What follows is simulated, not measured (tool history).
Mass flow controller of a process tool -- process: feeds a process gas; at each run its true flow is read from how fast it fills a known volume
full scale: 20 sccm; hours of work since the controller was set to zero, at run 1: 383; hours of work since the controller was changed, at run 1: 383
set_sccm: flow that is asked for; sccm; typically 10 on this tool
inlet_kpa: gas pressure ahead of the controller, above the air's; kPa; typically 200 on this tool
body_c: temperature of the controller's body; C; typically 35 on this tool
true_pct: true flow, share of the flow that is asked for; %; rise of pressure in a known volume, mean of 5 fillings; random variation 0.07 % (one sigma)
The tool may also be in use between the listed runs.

| run | hour | set_sccm | inlet_kpa | body_c | hours of work since the controller was set to zero | hours of work since the controller was changed | true_pct |
|---|---|---|---|---|---|---|---|
| 1 | 0.0 | 10 | 200 | 35 | 383 | 383 | 99.24 |
| 2 | 75.0 | 10 | 200 | 35 | 416 | 416 | 99.28 |
| 3 | 162.5 | 10 | 200 | 35 | 454 | 454 | 99.30 |
| 4 | 209.5 | 10 | 200 | 35 | 474 | 474 | 99.23 |
| 5 | 249.0 | 10 | 173 | 35 | 492 | 492 | 99.53 |
| 6 | 321.6 | 10 | 200 | 39 | 524 | 524 | 99.35 |
| 7 | 394.7 | 10 | 200 | 39 | 555 | 555 | 99.39 |
| 8 | 439.1 | 10 | 200 | 39 | 575 | 575 | 99.39 |
| 9 | 498.4 | 10 | 200 | 35 | 601 | 601 | 99.45 |
| 10 | 575.5 | 10 | 200 | 35 | 635 | 635 | 99.20 |
| 11 | 648.5 | 8 | 200 | 35 | 666 | 666 | 99.15 |
| 12 | 698.9 | 8 | 200 | 35 | 689 | 689 | 99.09 |
| 13 | 775.2 | 8 | 200 | 35 | 722 | 722 | 99.04 |
| 14 | 819.4 | 8 | 200 | 35 | 741 | 741 | 99.12 |
| 15 | 867.6 | 13 | 200 | 35 | 762 | 762 | 99.41 |
| 16 | 928.7 | 13 | 200 | 35 | 789 | 789 | 99.43 |
| 17 | 1006.8 | 10 | 200 | 35 | 823 | 823 | 99.28 |
| 18 | 1062.2 | 10 | 200 | 35 | 847 | 847 | 99.15 |
| 19 | 1113.0 | 10 | 186 | 35 | 870 | 870 | 99.39 |
| 20 | 1152.0 | 10 | 200 | 35 | 887 | 887 | 99.28 |
| 21 | 1225.6 | 10 | 200 | 39 | 919 | 919 | 99.32 |
| 22 | 1272.5 | 10 | 200 | 39 | 939 | 939 | 99.28 |
| 23 | 1356.2 | 10 | 200 | 39 | 976 | 976 | 99.39 |
| 24 | 1414.7 | 10 | 200 | 35 | 1002 | 1002 | 99.15 |
| 25 | 1479.9 | 10 | 200 | 35 | 1030 | 1030 | 99.18 |
| 26 | 1523.9 | 3 | 200 | 22 | 1049 | 1049 | 99.06 |
| 27 | 1568.2 | 3 | 200 | 22 | 1069 | 1069 | 99.12 |
| 28 | 1648.9 | 3 | 200 | 22 | 1104 | 1104 | 99.19 |
| 29 | 1689.6 | 10 | 267 | 25 | 1122 | 1122 | 98.63 |
| 30 | 1779.3 | 2 | 154 | 24 | 1161 | 1161 | 100.01 |
| 31 | 1863.6 | 2 | 154 | 24 | 1198 | 1198 | 100.02 |
| 32 | 1919.6 | 20 | 145 | 35 | 1223 | 1223 | 100.11 |
| 33 | 1955.9 | 20 | 145 | 35 | 1238 | 1238 | 100.24 |
| 34 | 2006.3 | 13 | 260 | 35 | 1260 | 1260 | 99.11 |
| 35 | 2083.9 | 13 | 260 | 35 | 1294 | 1294 | 99.12 |
| 36 | 2144.7 | 19 | 192 | 35 | 1321 | 1321 | 99.91 |
| 37 | 2186.9 | 4 | 192 | 35 | 1339 | 1339 | 99.21 |
| 38 | 2247.3 | 5 | 217 | 23 | 1366 | 1366 | 98.91 |
| 39 | 2284.3 | 5 | 271 | 23 | 1382 | 1382 | 98.42 |
| 40 | 2368.0 | 5 | 271 | 23 | 1419 | 1419 | 98.46 |
| 41 | 2455.2 | 5 | 177 | 29 | 1457 | 1457 | 99.13 |
| 42 | 2524.6 | 5 | 177 | 29 | 1487 | 1487 | 99.02 |
| 43 | 2585.3 | 2 | 217 | 40 | 1514 | 1514 | 100.27 |
| 44 | 2651.3 | 2 | 217 | 40 | 1543 | 1543 | 100.31 |
| 45 | 2722.6 | 2 | 147 | 23 | 1574 | 1574 | 100.30 |
| 46 | 2780.7 | 2 | 147 | 23 | 1599 | 1599 | 100.33 |
| 47 | 2819.8 | 10 | 217 | 33 | 1616 | 1616 | 98.96 |
| 48 | 2898.3 | 3 | 274 | 35 | 1651 | 1651 | 99.19 |
| 49 | 2956.7 | 3 | 274 | 38 | 1676 | 1676 | 99.26 |

Here are 4 independent what-if runs from the current tool condition. What would each one return?
| A | 3019.9 | 6 | 200 | 22 | 1704 | 1704 | ? |
| B | 3019.9 | 10 | 200 | 27 | 1704 | 1704 | ? |
| C | 3019.9 | 7 | 233 | 33 | 1704 | 1704 | ? |
| D | 3019.9 | 5 | 200 | 21 | 1704 | 1704 | ? |

| run | true_pct |
|---|---|
| A | 98.74 |
| B | 99.05 |
| C | 98.73 |
| D | 98.93 |
Had the tool no hidden state, the same runs would have come out as:
| run | true_pct |
|---|---|
| A | 98.63 |
| B | 99.25 |
| C | 98.73 |
| D | 98.66 |
